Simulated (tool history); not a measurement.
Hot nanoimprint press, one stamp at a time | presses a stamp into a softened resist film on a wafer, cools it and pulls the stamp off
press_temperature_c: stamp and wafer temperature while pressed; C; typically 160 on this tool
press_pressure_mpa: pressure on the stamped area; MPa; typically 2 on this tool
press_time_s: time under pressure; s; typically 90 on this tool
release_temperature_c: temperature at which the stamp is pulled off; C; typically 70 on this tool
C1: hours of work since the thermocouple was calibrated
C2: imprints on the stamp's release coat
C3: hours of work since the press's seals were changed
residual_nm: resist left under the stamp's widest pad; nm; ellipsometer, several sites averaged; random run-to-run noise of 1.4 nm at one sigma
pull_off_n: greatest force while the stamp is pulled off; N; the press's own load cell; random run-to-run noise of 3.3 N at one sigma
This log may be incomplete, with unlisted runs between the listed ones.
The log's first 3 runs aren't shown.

{"run": 4, "day": 5.046, "press_temperature_c": 160, "press_pressure_mpa": 1.62, "press_time_s": 90, "release_temperature_c": 70, "C1": 222, "C2": 377, "C3": 462, "residual_nm": 356.8, "pull_off_n": 165}
{"run": 5, "day": 6.954, "press_temperature_c": 160, "press_pressure_mpa": 1.62, "press_time_s": 90, "release_temperature_c": 70, "C1": 244, "C2": 533, "C3": 484, "residual_nm": 355.9, "pull_off_n": 172}
{"run": 6, "day": 8.788, "press_temperature_c": 160, "press_pressure_mpa": 1.62, "press_time_s": 90, "release_temperature_c": 70, "C1": 265, "C2": 682, "C3": 504, "residual_nm": 360, "pull_off_n": 170}
{"day": 9.379, "done": "press's hydraulic seals changed and the load cell set to zero"}
{"run": 7, "day": 10.088, "press_temperature_c": 160, "press_pressure_mpa": 1.62, "press_time_s": 90, "release_temperature_c": 70, "C1": 276, "C2": 761, "C3": 8, "residual_nm": 357, "pull_off_n": 176}
{"run": 8, "day": 11.996, "press_temperature_c": 160, "press_pressure_mpa": 1.62, "press_time_s": 90, "release_temperature_c": 70, "C1": 297, "C2": 917, "C3": 30, "residual_nm": 359.3, "pull_off_n": 184}
{"run": 9, "day": 13.979, "press_temperature_c": 160, "press_pressure_mpa": 1.62, "press_time_s": 90, "release_temperature_c": 70, "C1": 320, "C2": 1079, "C3": 52, "residual_nm": 356.9, "pull_off_n": 182}
{"run": 10, "day": 14.938, "press_temperature_c": 160, "press_pressure_mpa": 2, "press_time_s": 90, "release_temperature_c": 70, "C1": 331, "C2": 1157, "C3": 63, "residual_nm": 318.4, "pull_off_n": 178}
{"run": 11, "day": 17.033, "press_temperature_c": 160, "press_pressure_mpa": 2.33, "press_time_s": 90, "release_temperature_c": 70, "C1": 354, "C2": 1327, "C3": 87, "residual_nm": 297.4, "pull_off_n": 187}
{"run": 12, "day": 18.1, "press_temperature_c": 160, "press_pressure_mpa": 2.33, "press_time_s": 90, "release_temperature_c": 70, "C1": 367, "C2": 1414, "C3": 99, "residual_nm": 296, "pull_off_n": 191}
{"day": 19.562, "done": "plate thermocouple calibrated"}
{"run": 13, "day": 20.412, "press_temperature_c": 160, "press_pressure_mpa": 2, "press_time_s": 101, "release_temperature_c": 70, "C1": 10, "C2": 1593, "C3": 124, "residual_nm": 302, "pull_off_n": 185}
{"run": 14, "day": 21.454, "press_temperature_c": 160, "press_pressure_mpa": 2, "press_time_s": 101, "release_temperature_c": 70, "C1": 21, "C2": 1678, "C3": 136, "residual_nm": 301.6, "pull_off_n": 192}
{"run": 15, "day": 22.979, "press_temperature_c": 160, "press_pressure_mpa": 2, "press_time_s": 101, "release_temperature_c": 70, "C1": 39, "C2": 1802, "C3": 153, "residual_nm": 299.9, "pull_off_n": 196}
{"run": 16, "day": 25.267, "press_temperature_c": 160, "press_pressure_mpa": 2, "press_time_s": 101, "release_temperature_c": 70, "C1": 65, "C2": 1989, "C3": 179, "residual_nm": 302.2, "pull_off_n": 195}
{"day": 27.112, "done": "stamp cleaned and given a new release coat"}
{"run": 17, "day": 27.288, "press_temperature_c": 160, "press_pressure_mpa": 1.96, "press_time_s": 55, "release_temperature_c": 70, "C1": 85, "C2": 14, "C3": 199, "residual_nm": 372.5, "pull_off_n": 167}
{"run": 18, "day": 29.146, "press_temperature_c": 160, "press_pressure_mpa": 2.08, "press_time_s": 119, "release_temperature_c": 70, "C1": 106, "C2": 166, "C3": 220, "residual_nm": 283.1, "pull_off_n": 159}
{"run": 19, "day": 30.692, "press_temperature_c": 160, "press_pressure_mpa": 2.08, "press_time_s": 71, "release_temperature_c": 70, "C1": 123, "C2": 292, "C3": 237, "residual_nm": 335.1, "pull_off_n": 167}
{"run": 20, "day": 32.0, "press_temperature_c": 172, "press_pressure_mpa": 2.12, "press_time_s": 81, "release_temperature_c": 69, "C1": 138, "C2": 398, "C3": 252, "residual_nm": 204.2, "pull_off_n": 169}
{"run": 21, "day": 33.029, "press_temperature_c": 172, "press_pressure_mpa": 1.66, "press_time_s": 97, "release_temperature_c": 61, "C1": 150, "C2": 482, "C3": 264, "residual_nm": 219.6, "pull_off_n": 182}
{"run": 22, "day": 34.612, "press_temperature_c": 172, "press_pressure_mpa": 2.52, "press_time_s": 97, "release_temperature_c": 61, "C1": 168, "C2": 611, "C3": 282, "residual_nm": 172.7, "pull_off_n": 188}
{"run": 23, "day": 35.912, "press_temperature_c": 149, "press_pressure_mpa": 1.44, "press_time_s": 95, "release_temperature_c": 70, "C1": 183, "C2": 717, "C3": 297, "residual_nm": 531.5, "pull_off_n": 167}
{"run": 24, "day": 38.129, "press_temperature_c": 148, "press_pressure_mpa": 2, "press_time_s": 90, "release_temperature_c": 62, "C1": 208, "C2": 898, "C3": 322, "residual_nm": 497.6, "pull_off_n": 196}
{"run": 25, "day": 39.25, "press_temperature_c": 159, "press_pressure_mpa": 2, "press_time_s": 175, "release_temperature_c": 70, "C1": 220, "C2": 990, "C3": 335, "residual_nm": 265.6, "pull_off_n": 174}

Expected results for the next run?
{"run": 26, "day": 41.204, "press_temperature_c": 159, "press_pressure_mpa": 2, "press_time_s": 175, "release_temperature_c": 70, "C1": 243, "C2": 1149, "C3": 357, "residual_nm": "?", "pull_off_n": "?"}

For run 26 the tool returned residual_nm 265 nm, pull_off_n 176 N.
Without the tool's hidden state the same run would have given residual_nm 256.9 nm, pull_off_n 152 N.
